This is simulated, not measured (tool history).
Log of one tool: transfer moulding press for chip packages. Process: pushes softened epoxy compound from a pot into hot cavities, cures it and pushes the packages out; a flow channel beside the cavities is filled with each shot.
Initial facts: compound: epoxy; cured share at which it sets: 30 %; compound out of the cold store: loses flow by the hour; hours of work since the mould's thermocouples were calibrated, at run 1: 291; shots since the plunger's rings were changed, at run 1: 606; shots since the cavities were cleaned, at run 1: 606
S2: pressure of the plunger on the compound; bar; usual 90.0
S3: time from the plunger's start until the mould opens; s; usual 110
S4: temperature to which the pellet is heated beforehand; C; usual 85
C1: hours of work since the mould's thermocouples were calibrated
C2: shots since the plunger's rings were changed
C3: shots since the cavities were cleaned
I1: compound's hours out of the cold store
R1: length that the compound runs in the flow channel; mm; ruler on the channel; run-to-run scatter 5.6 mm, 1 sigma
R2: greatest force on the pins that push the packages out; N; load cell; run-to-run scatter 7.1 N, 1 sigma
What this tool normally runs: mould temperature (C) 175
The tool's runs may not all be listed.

run 1 hour=0.0 | mould_temperature_(C)=175 S2=90.0 S3=110 S4=85 | C1=291 C2=606 C3=606 | I1=20.1 | R1=600 R2=529
run 2 hour=14.3 | mould_temperature_(C)=175 S2=70.5 S3=110 S4=85 | C1=299 C2=755 C3=755 | I1=10.8 | R1=545 R2=559
-- hour=27.7 cavities cleaned with cleaning compound and waxed
run 3 hour=29.0 | mould_temperature_(C)=173 S2=70.5 S3=110 S4=85 | C1=308 C2=893 C3=15 | I1=34.8 | R1=492 R2=363
run 4 hour=39.5 | mould_temperature_(C)=175 S2=90.0 S3=108 S4=85 | C1=314 C2=1002 C3=124 | I1=41.3 | R1=525 R2=354
run 5 hour=54.8 | mould_temperature_(C)=175 S2=90.0 S3=110 S4=85 | C1=324 C2=1161 C3=283 | I1=38.3 | R1=537 R2=417
run 6 hour=62.4 | mould_temperature_(C)=175 S2=90.0 S3=110 S4=85 | C1=328 C2=1239 C3=361 | I1=30.1 | R1=558 R2=448
run 7 hour=69.0 | mould_temperature_(C)=175 S2=72.5 S3=110 S4=85 | C1=333 C2=1308 C3=430 | I1=33.9 | R1=492 R2=454
run 8 hour=76.5 | mould_temperature_(C)=172 S2=100.3 S3=94 S4=86 | C1=337 C2=1386 C3=508 | I1=22.2 | R1=617 R2=832
run 9 hour=89.7 | mould_temperature_(C)=169 S2=94.5 S3=110 S4=82 | C1=346 C2=1524 C3=646 | I1=23.2 | R1=612 R2=819
run 10 hour=103.0 | mould_temperature_(C)=169 S2=94.5 S3=110 S4=82 | C1=354 C2=1662 C3=784 | I1=44.5 | R1=544 R2=766
run 11 hour=110.6 | mould_temperature_(C)=170 S2=76.6 S3=106 S4=95 | C1=359 C2=1741 C3=863 | I1=38.5 | R1=501 R2=779
-- hour=113.5 cavities cleaned with cleaning compound and waxed
run 12 hour=127.0 | mould_temperature_(C)=170 S2=76.6 S3=106 S4=95 | C1=368 C2=1896 C3=141 | I1=21.4 | R1=549 R2=578

Here are 4 independent what-if runs from the current tool condition. What would each one return?
run A hour=134.1 | mould_temperature_(C)=175 S2=90.0 S3=106 S4=86 | C1=372 C2=1970 C3=215 | I1=12.0 | R1=? R2=?
run B hour=134.1 | mould_temperature_(C)=168 S2=76.6 S3=106 S4=95 | C1=372 C2=1970 C3=215 | I1=38.8 | R1=? R2=?
run C hour=134.1 | mould_temperature_(C)=170 S2=79.0 S3=124 S4=93 | C1=372 C2=1970 C3=215 | I1=22.2 | R1=? R2=?
run D hour=134.1 | mould_temperature_(C)=175 S2=90.0 S3=140 S4=85 | C1=372 C2=1970 C3=215 | I1=38.4 | R1=? R2=?

run=A R1=620 R2=458
run=B R1=502 R2=694
run=C R1=560 R2=447
run=D R1=530 R2=310
What these runs would have given with no unlogged condition in the tool:
run=A R1=634 R2=328
run=B R1=513 R2=493
run=C R1=572 R2=319
run=D R1=542 R2=232
